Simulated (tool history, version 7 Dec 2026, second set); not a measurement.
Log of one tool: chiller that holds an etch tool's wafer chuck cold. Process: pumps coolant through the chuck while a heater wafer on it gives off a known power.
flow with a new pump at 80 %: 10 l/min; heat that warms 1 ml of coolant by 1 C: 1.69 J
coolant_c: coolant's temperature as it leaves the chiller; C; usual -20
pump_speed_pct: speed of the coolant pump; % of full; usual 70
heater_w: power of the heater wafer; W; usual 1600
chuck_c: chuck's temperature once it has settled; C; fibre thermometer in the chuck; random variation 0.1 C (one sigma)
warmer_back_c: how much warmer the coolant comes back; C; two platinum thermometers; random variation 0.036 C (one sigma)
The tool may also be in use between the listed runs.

| run | day | coolant_c | pump_speed_pct | heater_w | chuck_c | warmer_back_c |
|---|---|---|---|---|---|---|
| 1 | 0.000 | -20 | 70 | 1600 | -2.5 | 6.50 |
| 2 | 2.388 | -20 | 70 | 1600 | -2.3 | 6.48 |
| 3 | 3.646 | -20 | 70 | 1600 | -2.3 | 6.51 |
| 4 | 5.442 | -20 | 70 | 1600 | -2.5 | 6.56 |
| 5 | 6.558 | -20 | 70 | 1600 | -2.5 | 6.52 |
| 6 | 8.321 | -20 | 70 | 1600 | -2.2 | 6.51 |
| 7 | 9.979 | -20 | 70 | 1600 | -2.4 | 6.48 |
| 8 | 12.533 | -20 | 70 | 1600 | -2.2 | 6.44 |
| 9 | 13.775 | -20 | 70 | 2301 | 5.4 | 9.38 |
| 10 | 16.300 | -26 | 70 | 2301 | -0.8 | 9.24 |
| 11 | 17.467 | -20 | 70 | 1600 | -2.5 | 6.45 |
| 12 | 18.733 | -20 | 72 | 1600 | -2.7 | 6.25 |
| 13 | 21.067 | -20 | 68 | 1600 | -2.1 | 6.60 |
| 14 | 23.458 | -20 | 68 | 1600 | -1.9 | 6.57 |
| 15 | 25.571 | -20 | 71 | 1600 | -2.7 | 6.24 |
| 16 | 26.804 | -20 | 70 | 1600 | -2.4 | 6.36 |
| 17 | 28.267 | -21 | 88 | 953 | -12.2 | 2.83 |
| 18 | 30.808 | -16 | 92 | 1600 | -1.8 | 4.79 |
| 19 | 32.900 | -11 | 93 | 1600 | 3.3 | 4.69 |
| 20 | 34.983 | -11 | 63 | 1851 | 11.2 | 8.24 |
| 21 | 36.217 | -11 | 63 | 1851 | 11.0 | 8.24 |
| 22 | 37.762 | -20 | 75 | 1775 | -1.4 | 6.55 |
| 23 | 39.900 | -13 | 63 | 1847 | 8.9 | 8.12 |
| 24 | 41.783 | -13 | 63 | 1847 | 8.9 | 8.16 |
| 25 | 43.967 | -13 | 62 | 2116 | 12.6 | 9.53 |
| 26 | 46.404 | -13 | 62 | 2116 | 12.3 | 9.57 |
| 27 | 47.692 | -25 | 72 | 1600 | -7.8 | 6.00 |
|  | 49.642 | gauge calibrated |
| 28 | 50.142 | -25 | 72 | 1600 | -7.8 | 6.37 |
| 29 | 52.233 | -25 | 72 | 1600 | -7.7 | 6.33 |

The next listed run, before its measurement:
| 30 | 54.338 | -16 | 70 | 1600 | ? | ? |

{"run 30": {"chuck_c": 1.7, "warmer_back_c": 6.59}}
Without the tool's hidden state the same run would have given chuck_c 1.6 C, warmer_back_c 6.62 C.

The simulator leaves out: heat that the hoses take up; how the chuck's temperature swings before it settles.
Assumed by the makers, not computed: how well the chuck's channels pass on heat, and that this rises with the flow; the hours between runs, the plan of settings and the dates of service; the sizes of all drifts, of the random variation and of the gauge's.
